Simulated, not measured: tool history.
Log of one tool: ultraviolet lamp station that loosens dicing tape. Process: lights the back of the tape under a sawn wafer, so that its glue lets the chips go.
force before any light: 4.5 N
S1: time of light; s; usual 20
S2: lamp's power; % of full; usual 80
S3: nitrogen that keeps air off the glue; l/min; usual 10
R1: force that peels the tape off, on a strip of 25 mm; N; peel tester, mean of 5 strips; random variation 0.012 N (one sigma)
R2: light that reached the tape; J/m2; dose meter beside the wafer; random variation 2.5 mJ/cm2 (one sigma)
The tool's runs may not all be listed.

{"run": 1, "day": 0.0, "S1": 20, "S2": 80, "S3": 10, "R1": 0.794, "R2": 2450}
{"run": 2, "day": 2.058, "S1": 20, "S2": 80, "S3": 10, "R1": 0.786, "R2": 2390}
{"run": 3, "day": 4.4, "S1": 20, "S2": 80, "S3": 10, "R1": 0.845, "R2": 2260}
{"run": 4, "day": 6.375, "S1": 20, "S2": 80, "S3": 3, "R1": 1.371, "R2": 2260}
{"run": 5, "day": 8.725, "S1": 34, "S2": 80, "S3": 10, "R1": 0.385, "R2": 3750}
{"day": 10.225, "done": "window cleaned of glue's vapour"}
{"run": 6, "day": 11.029, "S1": 34, "S2": 80, "S3": 10, "R1": 0.358, "R2": 3840}
{"run": 7, "day": 13.283, "S1": 20, "S2": 80, "S3": 10, "R1": 0.875, "R2": 2180}
{"day": 13.662, "done": "lamp changed"}
{"run": 8, "day": 14.483, "S1": 36, "S2": 80, "S3": 10, "R1": 0.245, "R2": 5160}
{"run": 9, "day": 15.804, "S1": 36, "S2": 80, "S3": 10, "R1": 0.24, "R2": 5140}
{"run": 10, "day": 17.229, "S1": 20, "S2": 76, "S3": 10, "R1": 0.673, "R2": 2650}
{"run": 11, "day": 19.258, "S1": 20, "S2": 76, "S3": 10, "R1": 0.682, "R2": 2620}
{"run": 12, "day": 20.967, "S1": 20, "S2": 70, "S3": 10, "R1": 0.765, "R2": 2400}
{"run": 13, "day": 22.992, "S1": 20, "S2": 70, "S3": 10, "R1": 0.812, "R2": 2320}
{"run": 14, "day": 24.454, "S1": 20, "S2": 80, "S3": 10, "R1": 0.697, "R2": 2640}
{"run": 15, "day": 26.162, "S1": 20, "S2": 80, "S3": 10, "R1": 0.709, "R2": 2580}
{"run": 16, "day": 27.875, "S1": 20, "S2": 76, "S3": 10, "R1": 0.787, "R2": 2380}
{"run": 17, "day": 29.046, "S1": 20, "S2": 76, "S3": 10, "R1": 0.814, "R2": 2360}
{"day": 29.312, "done": "window cleaned of glue's vapour"}
{"run": 18, "day": 30.471, "S1": 20, "S2": 76, "S3": 10, "R1": 0.758, "R2": 2490}
{"run": 19, "day": 32.183, "S1": 28, "S2": 80, "S3": 10, "R1": 0.405, "R2": 3600}
{"run": 20, "day": 33.383, "S1": 20, "S2": 80, "S3": 10, "R1": 0.711, "R2": 2520}
{"run": 21, "day": 34.504, "S1": 20, "S2": 80, "S3": 10, "R1": 0.755, "R2": 2440}
{"run": 22, "day": 36.771, "S1": 20, "S2": 80, "S3": 10, "R1": 0.761, "R2": 2400}
{"run": 23, "day": 37.812, "S1": 11, "S2": 80, "S3": 10, "R1": 1.612, "R2": 1330}
{"run": 24, "day": 39.788, "S1": 12, "S2": 99, "S3": 6, "R1": 1.508, "R2": 1730}
{"run": 25, "day": 41.521, "S1": 12, "S2": 99, "S3": 6, "R1": 1.513, "R2": 1730}
{"run": 26, "day": 43.788, "S1": 12, "S2": 99, "S3": 6, "R1": 1.487, "R2": 1670}
{"run": 27, "day": 45.233, "S1": 19, "S2": 99, "S3": 5, "R1": 0.978, "R2": 2540}
{"run": 28, "day": 46.788, "S1": 24, "S2": 62, "S3": 4, "R1": 1.37, "R2": 2030}
{"day": 48.154, "done": "lamp changed"}
{"day": 48.475, "done": "window cleaned of glue's vapour"}
{"run": 29, "day": 48.917, "S1": 24, "S2": 62, "S3": 4, "R1": 0.981, "R2": 2750}
{"run": 30, "day": 50.017, "S1": 24, "S2": 62, "S3": 4, "R1": 0.997, "R2": 2720}
{"run": 31, "day": 52.233, "S1": 24, "S2": 62, "S3": 4, "R1": 0.997, "R2": 2600}
{"run": 32, "day": 53.375, "S1": 24, "S2": 62, "S3": 4, "R1": 1.072, "R2": 2580}
{"run": 33, "day": 54.742, "S1": 32, "S2": 62, "S3": 4, "R1": 0.675, "R2": 3450}
{"run": 34, "day": 56.896, "S1": 13, "S2": 68, "S3": 14, "R1": 1.315, "R2": 1500}
{"run": 35, "day": 59.142, "S1": 13, "S2": 86, "S3": 12, "R1": 1.107, "R2": 1870}
{"run": 36, "day": 60.242, "S1": 13, "S2": 86, "S3": 12, "R1": 1.078, "R2": 1830}
{"run": 37, "day": 62.038, "S1": 13, "S2": 86, "S3": 12, "R1": 1.081, "R2": 1760}
{"run": 38, "day": 64.046, "S1": 13, "S2": 86, "S3": 12, "R1": 1.14, "R2": 1730}
{"run": 39, "day": 65.929, "S1": 13, "S2": 86, "S3": 12, "R1": 1.199, "R2": 1680}
{"day": 67.512, "done": "window cleaned of glue's vapour"}
{"run": 40, "day": 67.625, "S1": 24, "S2": 70, "S3": 11, "R1": 0.641, "R2": 2680}
{"run": 41, "day": 68.725, "S1": 24, "S2": 70, "S3": 11, "R1": 0.647, "R2": 2660}
{"run": 42, "day": 71.162, "S1": 24, "S2": 70, "S3": 11, "R1": 0.671, "R2": 2540}

Measured less the same run without the tool's hidden state. The same run-to-run variation is in both; the gauge's scatter may not be:
The hidden state here: lamp's light, % of a new lamp's; light that the window lets through, % of a clean one's; drift of the gauge itself on peel_n, %; drift of the gauge itself on dose_mj_cm2, %.
run=1 R1=+0.224 R2=-570
run=2 R1=+0.242 R2=-620
run=3 R1=+0.284 R2=-680
run=4 R1=+0.405 R2=-730
run=5 R1=+0.137 R2=-1350
run=6 R1=+0.116 R2=-1210
run=7 R1=+0.326 R2=-770
run=8 R1=+0.008 R2=-170
run=9 R1=+0.012 R2=-250
run=10 R1=+0.064 R2=-170
run=11 R1=+0.086 R2=-230
run=12 R1=+0.11 R2=-250
run=13 R1=+0.139 R2=-290
run=14 R1=+0.137 R2=-380
run=15 R1=+0.158 R2=-430
run=16 R1=+0.188 R2=-450
run=17 R1=+0.204 R2=-470
run=18 R1=+0.151 R2=-360
run=19 R1=+0.091 R2=-610
run=20 R1=+0.17 R2=-460
run=21 R1=+0.194 R2=-490
run=22 R1=+0.215 R2=-560
run=23 R1=+0.337 R2=-320
run=24 R1=+0.379 R2=-480
run=25 R1=+0.403 R2=-510
run=26 R1=+0.429 R2=-560
run=27 R1=+0.366 R2=-920
run=28 R1=+0.456 R2=-770
run=29 R1=+0.022 R2=-40
run=30 R1=+0.036 R2=-70
run=31 R1=+0.065 R2=-130
run=32 R1=+0.087 R2=-160
run=33 R1=+0.078 R2=-270
run=34 R1=+0.147 R2=-150
run=35 R1=+0.171 R2=-230
run=36 R1=+0.181 R2=-260
run=37 R1=+0.205 R2=-290
run=38 R1=+0.24 R2=-340
run=39 R1=+0.279 R2=-360
run=40 R1=+0.148 R2=-460
run=41 R1=+0.16 R2=-490
run=42 R1=+0.187 R2=-560
